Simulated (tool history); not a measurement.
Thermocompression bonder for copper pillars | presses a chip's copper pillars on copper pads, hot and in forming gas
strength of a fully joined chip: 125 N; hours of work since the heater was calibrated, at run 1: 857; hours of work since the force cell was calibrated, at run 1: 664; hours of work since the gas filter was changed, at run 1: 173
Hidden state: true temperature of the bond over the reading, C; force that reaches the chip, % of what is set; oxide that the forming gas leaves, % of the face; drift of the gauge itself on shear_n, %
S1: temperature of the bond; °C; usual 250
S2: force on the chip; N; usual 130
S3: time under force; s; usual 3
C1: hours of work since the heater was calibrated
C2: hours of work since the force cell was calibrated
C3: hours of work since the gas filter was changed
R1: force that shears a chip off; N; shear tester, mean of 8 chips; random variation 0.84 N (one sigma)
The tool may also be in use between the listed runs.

| run | hour | S1 | S2 | S3 | C1 | C2 | C3 | R1 |
|---|---|---|---|---|---|---|---|---|
| 1 | 0.0 | 250 | 130 | 3 | 857 | 664 | 173 | 57.1 |
| 2 | 39.4 | 250 | 130 | 3 | 877 | 683 | 192 | 56.3 |
| 3 | 79.2 | 271 | 130 | 3 | 897 | 703 | 212 | 70.9 |
| 4 | 110.6 | 271 | 130 | 3 | 912 | 719 | 228 | 70.1 |
| 5 | 169.1 | 271 | 130 | 3 | 941 | 748 | 257 | 69.3 |
| 6 | 206.6 | 250 | 130 | 3 | 960 | 767 | 276 | 54.3 |
| 7 | 243.3 | 250 | 130 | 3 | 978 | 785 | 294 | 53.7 |
| 8 | 281.7 | 250 | 130 | 2 | 998 | 804 | 313 | 45.4 |
| 9 | 308.6 | 250 | 130 | 2 | 1011 | 818 | 326 | 45.0 |
|  | 314.2 | force cell calibrated |
|  | 314.7 | forming gas filter changed |
| 10 | 355.9 | 250 | 110 | 3 | 1034 | 21 | 21 | 50.2 |
|  | 360.8 | heater calibrated with a thermocouple chip |
| 11 | 409.8 | 250 | 130 | 4 | 24 | 46 | 46 | 70.6 |
| 12 | 469.0 | 250 | 130 | 4 | 54 | 76 | 76 | 68.3 |
| 13 | 529.0 | 250 | 123 | 3 | 84 | 106 | 106 | 58.5 |
| 14 | 579.3 | 225 | 130 | 3 | 109 | 131 | 131 | 42.7 |
| 15 | 625.5 | 250 | 130 | 3 | 132 | 154 | 154 | 61.2 |
|  | 665.5 | force cell calibrated, once more |
| 16 | 669.1 | 226 | 179 | 3 | 153 | 2 | 175 | 58.9 |
| 17 | 698.2 | 231 | 179 | 2 | 167 | 16 | 189 | 54.9 |
| 18 | 752.4 | 276 | 98 | 3 | 194 | 43 | 216 | 67.8 |
| 19 | 795.6 | 276 | 101 | 2 | 216 | 65 | 238 | 59.3 |
| 20 | 841.6 | 277 | 130 | 3 | 239 | 88 | 261 | 81.5 |
| 21 | 876.6 | 277 | 99 | 6 | 256 | 105 | 278 | 84.0 |

Forecast run 22:
| 22 | 932.6 | 270 | 183 | 5 | 284 | 133 | 306 | ? |

{"run 22": {"R1": 98.8}}
Without the tool's hidden state the same run would have given R1 108.9 N.
